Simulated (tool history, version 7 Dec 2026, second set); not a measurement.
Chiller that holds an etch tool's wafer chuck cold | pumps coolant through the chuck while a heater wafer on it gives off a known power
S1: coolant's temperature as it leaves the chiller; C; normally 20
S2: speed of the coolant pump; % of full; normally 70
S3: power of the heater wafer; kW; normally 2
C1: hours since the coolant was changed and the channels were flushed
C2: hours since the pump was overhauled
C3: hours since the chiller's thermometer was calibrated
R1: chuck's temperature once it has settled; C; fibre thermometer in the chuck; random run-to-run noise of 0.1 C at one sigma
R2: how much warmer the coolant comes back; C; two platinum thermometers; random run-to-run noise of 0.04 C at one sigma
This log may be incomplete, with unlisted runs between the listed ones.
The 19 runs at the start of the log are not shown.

run	day	S1	S2	S3	C1	C2	C3	R1	R2
20	37.312	14	70	1.228	3072	2389	3559	26	4.87
21	38.692	17	70	1.228	3105	2422	3592	29	4.9
# day 39.179: gauge calibrated
# day 39.629: chiller's thermometer calibrated
22	40.15	20	64	2.565	3139	2456	13	46.9	12.06
23	43.108	20	64	2.565	3210	2527	84	46.9	12.04
24	44.371	25	76	1.774	3240	2558	114	41.1	6.99
25	46.046	25	76	1.774	3280	2598	154	41.2	6.94
26	48.496	11	86	2.404	3339	2657	213	30.7	8.23
27	49.933	12	70	1.202	3374	2691	247	23.9	5.04
28	51.45	16	73	2	3410	2728	284	34.8	8.13
29	53.012	20	86	1.216	3448	2765	321	29.9	4.03
30	55.354	23	82	2	3504	2821	377	40.1	7.13
31	58.138	23	82	2	3571	2888	444	40.1	7.14
32	59.892	20	67	2	3613	2930	486	40.2	8.86

Forecast each of these 3 alternatives for the next run:
A	61.946	11	68	1.606	3662	2980	536	?	?
B	61.946	17	85	1.148	3662	2980	536	?	?
C	61.946	20	70	2.627	3662	2980	536	?	?

run	R1	R2
A	27	6.9
B	26.5	3.81
C	45.7	11.06
With no hidden state in the tool, these same runs would have given:
run	R1	R2
A	26.9	7.15
B	26.5	4.06
C	45.7	11.31

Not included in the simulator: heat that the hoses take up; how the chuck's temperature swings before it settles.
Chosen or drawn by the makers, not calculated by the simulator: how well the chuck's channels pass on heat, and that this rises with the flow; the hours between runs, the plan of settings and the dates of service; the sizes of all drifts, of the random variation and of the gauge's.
